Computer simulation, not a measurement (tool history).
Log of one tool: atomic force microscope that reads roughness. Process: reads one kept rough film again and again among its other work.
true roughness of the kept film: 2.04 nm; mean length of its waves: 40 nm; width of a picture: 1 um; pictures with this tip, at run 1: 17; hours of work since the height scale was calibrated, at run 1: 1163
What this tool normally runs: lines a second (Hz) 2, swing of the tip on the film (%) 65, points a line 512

run   hour  lines a second (Hz)  swing of the tip on the film (%)  points a line  pictures with this tip  hours of work since the height scale was calibrated  roughness of the kept film (nm (root mean square))
  1      0                    2                                65            512                      17                                                 1163                                               1.791
  2     30                    2                                86            512                      41                                                 1176                                               1.546
  3   91.5                    2                                86            512                      90                                                 1203                                               1.539
     123.8  -- new tip fitted
  4  144.4                    2                                86            512                      16                                                 1226                                               1.556
  5  188.1                    2                                65            512                      51                                                 1246                                               1.779
  6  218.2                    2                                65            512                      76                                                 1259                                               1.779
  7  257.1                    2                                65            512                     107                                                 1276                                               1.789
     268.7  -- new tip fitted
  8  295.6                    2                                65            512                      21                                                 1293                                               1.769
  9    357                    2                                65            342                      71                                                 1320                                               1.777
 10  390.9                    2                                68            313                      98                                                 1335                                               1.744
     416.3  -- new tip fitted
 11  435.3                 0.79                                57            313                      15                                                 1354                                               1.889
 12  471.3                 0.51                                65            366                      44                                                 1370                                               1.898
 13  520.2                    2                                83            512                      84                                                 1392                                               1.598
     563.5  -- new tip fitted
 14  590.7                 1.36                                86            512                      22                                                 1423                                               1.649
 15  620.5                 1.36                                73            305                      46                                                 1436                                               1.774
 16  659.2                 0.54                                62            653                      77                                                 1453                                               1.889

4 options for the next run, each taken on its own from the tool as it stands now. Forecast them:
     709.8  -- new tip fitted
  A  715.1                    2                                70            512                       4                                                 1478                                                   ?
     709.8  -- new tip fitted
  B  715.1                    2                                72            512                       4                                                 1478                                                   ?
     709.8  -- new tip fitted
  C  715.1                 3.89                                65            512                       4                                                 1478                                                   ?
     709.8  -- new tip fitted
  D  715.1                 0.54                                62            395                       4                                                 1478                                                   ?

run  roughness of the kept film (nm (root mean square))
  A                                               1.738
  B                                               1.718
  C                                               1.677
  D                                                1.91
Without the tool's unlogged condition, the same runs would have read:
run  roughness of the kept film (nm (root mean square))
  A                                               1.736
  B                                               1.717
  C                                               1.675
  D                                               1.909

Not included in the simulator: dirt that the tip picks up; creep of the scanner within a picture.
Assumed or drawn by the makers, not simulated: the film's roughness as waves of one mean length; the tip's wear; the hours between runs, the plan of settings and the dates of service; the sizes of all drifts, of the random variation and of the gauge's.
